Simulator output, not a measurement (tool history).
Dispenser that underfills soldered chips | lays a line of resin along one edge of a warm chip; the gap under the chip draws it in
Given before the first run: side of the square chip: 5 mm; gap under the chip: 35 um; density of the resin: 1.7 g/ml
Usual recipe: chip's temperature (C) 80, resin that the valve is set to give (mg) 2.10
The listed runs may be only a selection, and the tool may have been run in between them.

run,day,chip's temperature (C),resin that the valve is set to give (mg),time until the resin shows at the far edge (s),resin that the valve gave (mg)
1,0.000,80,2.10,33.6,2.096
2,0.267,80,2.10,43.8,2.088
# day 0.475: new syringe of resin
3,0.529,77,2.10,32.7,2.077
4,0.846,77,2.10,47.5,2.072
# day 1.100: new syringe of resin
5,1.100,80,2.02,29.1,1.992
6,1.488,80,2.02,44.0,1.994
# day 1.738: new syringe of resin
7,1.846,94,2.10,22.1,2.068
8,2.117,80,1.88,45.9,1.847
# day 2.362: new syringe of resin
9,2.388,80,1.88,31.6,1.838
10,2.746,69,2.10,62.7,2.045
# day 2.983: new syringe of resin
11,3.117,69,2.10,45.9,2.041
12,3.408,69,2.10,64.8,2.045
# day 3.617: new syringe of resin
13,3.658,80,2.35,30.1,2.280
14,3.854,80,2.35,36.7,2.279
15,4.138,75,2.10,59.9,2.033
# day 4.233: new syringe of resin
16,4.317,75,2.10,37.0,2.035
17,4.483,75,2.10,43.4,2.021
18,4.733,75,2.10,58.9,2.028
# day 4.858: new syringe of resin
19,4.921,73,2.10,38.0,2.026
20,5.154,73,2.10,49.3,2.013
21,5.325,73,2.10,58.8,2.025
# day 5.475: new syringe of resin
22,5.679,80,2.48,35.0,2.379
23,5.929,80,2.48,46.6,2.371

Run 24, settings as shown, results not yet in. Your forecast:
# day 6.112: new syringe of resin
24,6.167,84,2.04,?,?

time until the resin shows at the far edge (s): 27.2
resin that the valve gave (mg): 1.951
With no hidden state in the tool, this same run would have given time until the resin shows at the far edge (s) 24.6, resin that the valve gave (mg) 2.044.
